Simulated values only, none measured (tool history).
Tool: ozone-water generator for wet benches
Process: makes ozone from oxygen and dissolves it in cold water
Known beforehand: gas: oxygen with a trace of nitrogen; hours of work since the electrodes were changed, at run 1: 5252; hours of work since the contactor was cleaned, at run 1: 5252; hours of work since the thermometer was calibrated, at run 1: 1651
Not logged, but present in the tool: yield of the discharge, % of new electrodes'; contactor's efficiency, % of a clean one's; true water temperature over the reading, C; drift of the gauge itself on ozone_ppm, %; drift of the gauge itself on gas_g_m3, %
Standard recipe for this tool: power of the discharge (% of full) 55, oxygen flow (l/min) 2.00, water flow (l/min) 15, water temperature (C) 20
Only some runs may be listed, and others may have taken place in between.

run    hour  power of the discharge (% of full)  oxygen flow (l/min)  water flow (l/min)  water temperature (C)  hours of work since the electrodes were changed  hours of work since the contactor was cleaned  hours of work since the thermometer was calibrated  dissolved ozone (ppm)  ozone in the gas ahead of the water (g/m3)
  1     0.0                                  55                 2.00                  15                     20                                             5252                                           5252                                                1651                   11.0                                       166.6
  2   141.5                                  55                 2.00                  15                     20                                             5346                                           5346                                                1745                   10.8                                       167.1
  3   264.6                                  55                 2.99                  15                     20                                             5427                                           5427                                                1827                   12.4                                       144.4
  4   416.7                                  55                 2.00                  13                     20                                             5528                                           5528                                                1928                   12.3                                       165.5
  5   579.2                                  55                 2.00                  13                     20                                             5636                                           5636                                                2036                   12.3                                       165.0
  6   757.4                                  55                 2.00                  13                     20                                             5754                                           5754                                                2154                   12.3                                       165.9
      865.3  -- contactor cleaned
  7   958.2                                  55                 2.00                  15                     20                                             5885                                             62                                                2285                   10.8                                       164.0
  8  1111.4                                  55                 2.00                  15                     20                                             5987                                            163                                                2386                   11.0                                       165.5
  9  1231.2                                  55                 2.00                  15                     20                                             6066                                            243                                                2466                   11.3                                       166.1
 10  1420.2                                  55                 2.00                  15                     20                                             6192                                            368                                                2591                   11.1                                       165.0
 11  1590.5                                  55                 2.00                  15                     20                                             6305                                            481                                                2704                   10.8                                       164.2
 12  1679.0                                  97                 2.00                  15                     20                                             6363                                            540                                                2763                   14.5                                       217.6
 13  1804.9                                  97                 2.00                  15                     20                                             6447                                            624                                                2847                   14.6                                       216.9
 14  1955.1                                  97                 2.00                  15                     16                                             6547                                            723                                                2946                   15.0                                       220.5
 15  2049.2                                  55                 2.00                  18                     20                                             6609                                            786                                                3009                    9.3                                       165.0
 16  2220.2                                  59                 2.00                  18                     20                                             6723                                            899                                                3122                    9.5                                       168.0
 17  2412.0                                  41                 2.00                  18                     20                                             6850                                           1027                                                3250                    7.8                                       139.9
 18  2604.2                                  55                 3.46                  21                     20                                             6978                                           1154                                                3377                    9.7                                       136.0
 19  2741.4                                  55                 1.71                  15                     20                                             7069                                           1245                                                3468                   10.4                                       171.8
 20  2887.8                                  55                 2.86                  15                     20                                             7166                                           1342                                                3565                   12.3                                       145.7
 21  3060.8                                  55                 2.86                  15                     20                                             7281                                           1457                                                3680                   12.1                                       146.1
 22  3218.1                                  95                 1.42                  15                     20                                             7385                                           1562                                                3785                   12.3                                       237.2
 23  3367.4                                  95                 1.42                  15                     20                                             7484                                           1661                                                3884                   12.4                                       240.3
 24  3520.4                                  95                 1.42                  15                     20                                             7586                                           1762                                                3985                   12.0                                       241.2
 25  3680.3                                  95                 1.42                  15                     20                                             7692                                           1868                                                4091                   12.3                                       236.5
 26  3825.6                                  95                 1.42                  15                     20                                             7788                                           1965                                                4188                   12.2                                       240.4
 27  3979.6                                  55                 2.45                  10                     20                                             7890                                           2067                                                4290                   15.6                                       150.7
 28  4155.0                                  55                 2.45                  10                     20                                             8007                                           2183                                                4407                   15.8                                       151.7
 29  4359.8                                  66                 2.45                  12                     15                                             8143                                           2319                                                4542                   15.7                                       164.9
 30  4531.1                                  66                 2.45                  12                     15                                             8256                                           2433                                                4656                   16.0                                       164.9
 31  4667.0                                  66                 2.45                  12                     20                                             8347                                           2523                                                4746                   15.0                                       166.0
 32  4787.6                                  55                 1.11                  14                     16                                             8427                                           2603                                                4826                    9.2                                       195.1

3 ways to go on from here, each from the tool as it stands after run 32. What would each give?
  A  4881.0                                  55                 3.41                  15                     20                                             8489                                           2665                                                4888                      ?                                           ?
  B  4881.0                                  86                 2.00                  15                     13                                             8489                                           2665                                                4888                      ?                                           ?
  C  4881.0                                  92                 1.11                  14                     16                                             8489                                           2665                                                4888                      ?                                           ?

run  dissolved ozone (ppm)  ozone in the gas ahead of the water (g/m3)
  A                   12.7                                       134.8
  B                   14.0                                       201.9
  C                   11.6                                       251.4
What these runs would have given with no unlogged condition in the tool:
run  dissolved ozone (ppm)  ozone in the gas ahead of the water (g/m3)
  A                   14.1                                       147.2
  B                   15.9                                       225.4
  C                   13.2                                       281.7
